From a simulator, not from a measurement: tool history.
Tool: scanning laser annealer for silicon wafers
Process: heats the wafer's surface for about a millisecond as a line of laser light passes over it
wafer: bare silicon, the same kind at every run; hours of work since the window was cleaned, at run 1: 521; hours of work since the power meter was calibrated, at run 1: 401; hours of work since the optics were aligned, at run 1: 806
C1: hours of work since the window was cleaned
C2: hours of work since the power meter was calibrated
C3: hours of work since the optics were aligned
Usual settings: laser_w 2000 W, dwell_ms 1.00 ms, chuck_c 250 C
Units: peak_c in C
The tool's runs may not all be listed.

run 1 hour=0.0 | laser_w=2000 dwell_ms=1.00 chuck_c=250 | C1=521 C2=401 C3=806 | peak_c=1015
run 2 hour=13.3 | laser_w=2000 dwell_ms=1.00 chuck_c=250 | C1=529 C2=409 C3=814 | peak_c=1013
run 3 hour=28.0 | laser_w=1710 dwell_ms=1.00 chuck_c=250 | C1=538 C2=418 C3=823 | peak_c=890
run 4 hour=39.6 | laser_w=2000 dwell_ms=0.98 chuck_c=250 | C1=545 C2=425 C3=830 | peak_c=1001
run 5 hour=54.1 | laser_w=2000 dwell_ms=1.07 chuck_c=250 | C1=554 C2=434 C3=839 | peak_c=1039
run 6 hour=66.7 | laser_w=2000 dwell_ms=1.07 chuck_c=250 | C1=562 C2=442 C3=847 | peak_c=1038
run 7 hour=77.3 | laser_w=2000 dwell_ms=1.00 chuck_c=250 | C1=568 C2=449 C3=853 | peak_c=1010
run 8 hour=86.4 | laser_w=2000 dwell_ms=1.00 chuck_c=247 | C1=574 C2=454 C3=859 | peak_c=1006
-- hour=90.4 window over the wafer cleaned
run 9 hour=102.6 | laser_w=2000 dwell_ms=1.00 chuck_c=247 | C1=8 C2=463 C3=868 | peak_c=1061
run 10 hour=112.2 | laser_w=2000 dwell_ms=1.00 chuck_c=247 | C1=13 C2=469 C3=874 | peak_c=1059
run 11 hour=122.8 | laser_w=2000 dwell_ms=1.00 chuck_c=250 | C1=20 C2=475 C3=880 | peak_c=1059
run 12 hour=133.9 | laser_w=2000 dwell_ms=1.00 chuck_c=250 | C1=27 C2=482 C3=887 | peak_c=1057
run 13 hour=147.7 | laser_w=2189 dwell_ms=1.00 chuck_c=250 | C1=35 C2=491 C3=895 | peak_c=1143
run 14 hour=154.7 | laser_w=2189 dwell_ms=1.00 chuck_c=250 | C1=40 C2=495 C3=900 | peak_c=1145
run 15 hour=163.1 | laser_w=1804 dwell_ms=1.00 chuck_c=250 | C1=45 C2=500 C3=905 | peak_c=969
run 16 hour=171.4 | laser_w=2000 dwell_ms=1.00 chuck_c=250 | C1=50 C2=505 C3=910 | peak_c=1058
run 17 hour=186.5 | laser_w=2000 dwell_ms=1.00 chuck_c=250 | C1=59 C2=515 C3=919 | peak_c=1058
run 18 hour=198.9 | laser_w=2000 dwell_ms=1.00 chuck_c=250 | C1=67 C2=522 C3=927 | peak_c=1055
run 19 hour=210.5 | laser_w=2000 dwell_ms=1.00 chuck_c=250 | C1=74 C2=529 C3=934 | peak_c=1057
run 20 hour=224.6 | laser_w=2000 dwell_ms=1.24 chuck_c=250 | C1=83 C2=538 C3=943 | peak_c=1153
run 21 hour=236.6 | laser_w=2000 dwell_ms=1.24 chuck_c=250 | C1=90 C2=545 C3=950 | peak_c=1152
run 22 hour=246.8 | laser_w=2000 dwell_ms=0.91 chuck_c=250 | C1=96 C2=552 C3=956 | peak_c=1019
run 23 hour=263.1 | laser_w=1893 dwell_ms=1.00 chuck_c=216 | C1=106 C2=562 C3=966 | peak_c=970
run 24 hour=276.6 | laser_w=2000 dwell_ms=0.75 chuck_c=284 | C1=115 C2=570 C3=975 | peak_c=973
run 25 hour=284.5 | laser_w=2089 dwell_ms=0.92 chuck_c=244 | C1=119 C2=575 C3=980 | peak_c=1053
run 26 hour=291.7 | laser_w=2089 dwell_ms=0.92 chuck_c=244 | C1=124 C2=579 C3=984 | peak_c=1048
-- hour=295.5 laser's power meter calibrated
run 27 hour=309.0 | laser_w=2000 dwell_ms=1.00 chuck_c=245 | C1=133 C2=8 C3=993 | peak_c=1049
run 28 hour=324.5 | laser_w=2000 dwell_ms=1.07 chuck_c=252 | C1=142 C2=18 C3=1002 | peak_c=1084
run 29 hour=331.9 | laser_w=2042 dwell_ms=1.04 chuck_c=274 | C1=147 C2=22 C3=1007 | peak_c=1111
run 30 hour=344.7 | laser_w=2172 dwell_ms=1.04 chuck_c=284 | C1=155 C2=30 C3=1015 | peak_c=1181
-- hour=355.7 laser's power meter calibrated, once more
run 31 hour=355.7 | laser_w=1906 dwell_ms=1.00 chuck_c=281 | C1=160 C2=0 C3=1020 | peak_c=1035
run 32 hour=367.2 | laser_w=1706 dwell_ms=0.83 chuck_c=229 | C1=167 C2=7 C3=1027 | peak_c=832
run 33 hour=374.2 | laser_w=1766 dwell_ms=1.00 chuck_c=250 | C1=171 C2=11 C3=1031 | peak_c=942
run 34 hour=385.3 | laser_w=1721 dwell_ms=0.81 chuck_c=230 | C1=178 C2=18 C3=1038 | peak_c=828
run 35 hour=394.1 | laser_w=1885 dwell_ms=0.70 chuck_c=230 | C1=183 C2=24 C3=1043 | peak_c=844
run 36 hour=404.6 | laser_w=1997 dwell_ms=0.92 chuck_c=261 | C1=190 C2=30 C3=1050 | peak_c=1020
run 37 hour=415.2 | laser_w=1826 dwell_ms=1.17 chuck_c=249 | C1=196 C2=37 C3=1056 | peak_c=1030
run 38 hour=421.9 | laser_w=2163 dwell_ms=1.20 chuck_c=289 | C1=200 C2=41 C3=1060 | peak_c=1242
run 39 hour=429.0 | laser_w=2163 dwell_ms=0.93 chuck_c=238 | C1=205 C2=45 C3=1065 | peak_c=1073
run 40 hour=444.3 | laser_w=2163 dwell_ms=0.93 chuck_c=238 | C1=214 C2=55 C3=1074 | peak_c=1071

Some steps in peak_c between neighbouring runs. How much of each would the tool show without its hidden state too (settings, what came in, random variation), and how much is left for the hidden state, with any gauge scatter that isn't in both results?
The hidden state here: light that passes the window, % of a clean one's; laser's true power over the reading, %; width of the line over the set one, %; drift of the gauge itself on peak_c, C.
Run 2 -> 3: laser_w 2000 -> 1710. peak_c -123 C: hidden state +8, all else -131.
Run 3 -> 4: laser_w 1710 -> 2000, dwell_ms 1.00 -> 0.98. peak_c +111 C: hidden state -10, all else +121.
Run 8 -> 9: window over the wafer cleaned. peak_c +55 C: hidden state +52, all else +3.
Run 14 -> 15: laser_w 2189 -> 1804. peak_c -176 C: hidden state +1, all else -177.
Run 31 -> 32: laser_w 1906 -> 1706, dwell_ms 1.00 -> 0.83, chuck_c 281 -> 229. peak_c -203 C: hidden state +4, all else -207.
Run 37 -> 38: laser_w 1826 -> 2163, dwell_ms 1.17 -> 1.20, chuck_c 249 -> 289. peak_c +212 C: hidden state -7, all else +219.
